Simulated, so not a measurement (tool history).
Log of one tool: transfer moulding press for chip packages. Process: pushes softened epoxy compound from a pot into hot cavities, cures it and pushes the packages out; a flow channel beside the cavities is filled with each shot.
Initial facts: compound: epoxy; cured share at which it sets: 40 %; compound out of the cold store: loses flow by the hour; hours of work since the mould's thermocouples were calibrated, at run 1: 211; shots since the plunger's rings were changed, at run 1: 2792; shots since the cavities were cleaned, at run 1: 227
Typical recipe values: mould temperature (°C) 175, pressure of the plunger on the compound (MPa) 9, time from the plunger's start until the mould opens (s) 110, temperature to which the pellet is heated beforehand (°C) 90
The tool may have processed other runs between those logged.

run,hour,mould temperature (°C),pressure of the plunger on the compound (MPa),time from the plunger's start until the mould opens (s),temperature to which the pellet is heated beforehand (°C),hours of work since the mould's thermocouples were calibrated,shots since the plunger's rings were changed,shots since the cavities were cleaned,incoming compound's hours out of the cold store,length that the compound runs in the flow channel (mm),greatest force on the pins that push the packages out (N)
1,0,175,9,110,90,211,2792,227,33.9,596,648
# hour 27.7: cavities cleaned with cleaning compound and waxed
2,35.9,175,9,110,90,229,3119,78,44.1,580,860
3,69.7,175,9,110,90,247,3442,401,44.8,571,880
# hour 79.2: cavities cleaned with cleaning compound and waxed
# hour 83.4: plunger's sealing rings changed
4,89.7,175,9,110,90,255,60,77,12.8,657,584
5,124.8,175,9,110,90,273,395,412,38.2,614,672
# hour 132.5: cavities cleaned with cleaning compound and waxed
6,164.5,175,9,110,90,293,758,305,42.3,607,660
# hour 183.3: cavities cleaned with cleaning compound and waxed
7,189.1,175,9,104,90,305,978,55,40.4,604,573
# hour 223.1: cavities cleaned with cleaning compound and waxed, once more
8,228.9,175,9,110,90,325,1343,55,20.7,630,546
9,248.4,175,9,110,90,335,1529,241,35.2,604,641
10,270,175,9,110,90,347,1735,447,13.7,640,710
# hour 274.5: cavities cleaned with cleaning compound and waxed
11,299.8,175,9,138,90,361,2004,240,45.9,583,571
# hour 326.9: cavities cleaned with cleaning compound and waxed
12,332.7,175,9,138,90,378,2304,56,39.6,590,467
13,349.7,175,9,138,90,387,2465,217,27,612,556
14,375.2,175,9,138,90,400,2708,460,43.5,583,628
# hour 379.9: cavities cleaned with cleaning compound and waxed
15,404.3,181,7.31,144,94,414,2971,231,39.2,515,516
# hour 432.2: cavities cleaned with cleaning compound and waxed
16,442.2,180,7.78,95,90,433,3318,95,35.6,540,551
# hour 467.8: plunger's sealing rings changed
17,470.3,180,7.91,95,90,447,23,339,20.1,594,689
# hour 485.7: cavities cleaned with cleaning compound and waxed
18,509.6,168,7.91,95,90,466,383,228,36.5,596,1327
# hour 537: cavities cleaned with cleaning compound and waxed
19,547.7,170,10.87,110,89,485,732,102,40.7,680,771
20,563.4,170,10.87,110,89,493,881,251,11.9,733,889
21,584.7,177,9,110,90,505,1085,455,18,637,672
# hour 588: cavities cleaned with cleaning compound and waxed
22,620,177,8.67,110,90,522,1407,305,30.9,600,638
# hour 639: cavities cleaned with cleaning compound and waxed
23,641.9,177,8.67,110,90,533,1601,28,37.2,588,518
24,680.4,177,8.67,110,90,553,1968,395,28.7,593,645
# hour 691.7: cavities cleaned with cleaning compound and waxed
25,712.4,177,8.67,110,90,569,2259,197,25.4,597,585
# hour 744.5: cavities cleaned with cleaning compound and waxed
26,744.6,171,8.67,94,90,585,2550,0,32.5,600,920
27,762.6,171,8.67,94,90,594,2722,172,16.6,623,1105

Each row is a separate what-if for the run after 27, all from the same tool condition, not one after another. Results?
A,789,175,9.59,141,90,608,2974,424,32.1,?,?
B,789,171,8.67,123,90,608,2974,424,45.4,?,?
C,789,175,9.72,145,90,608,2974,424,23.1,?,?
D,789,176,6.88,144,90,608,2974,424,43.1,?,?
E,789,171,8.67,94,88,608,2974,424,29,?,?

run,length that the compound runs in the flow channel (mm),greatest force on the pins that push the packages out (N)
A,615,591
B,576,733
C,636,597
D,507,589
E,601,1276
The same runs, with their run-to-run variation unchanged, on a tool lacking any hidden condition would have given:
run,length that the compound runs in the flow channel (mm),greatest force on the pins that push the packages out (N)
A,644,426
B,602,508
C,665,430
D,530,428
E,629,849

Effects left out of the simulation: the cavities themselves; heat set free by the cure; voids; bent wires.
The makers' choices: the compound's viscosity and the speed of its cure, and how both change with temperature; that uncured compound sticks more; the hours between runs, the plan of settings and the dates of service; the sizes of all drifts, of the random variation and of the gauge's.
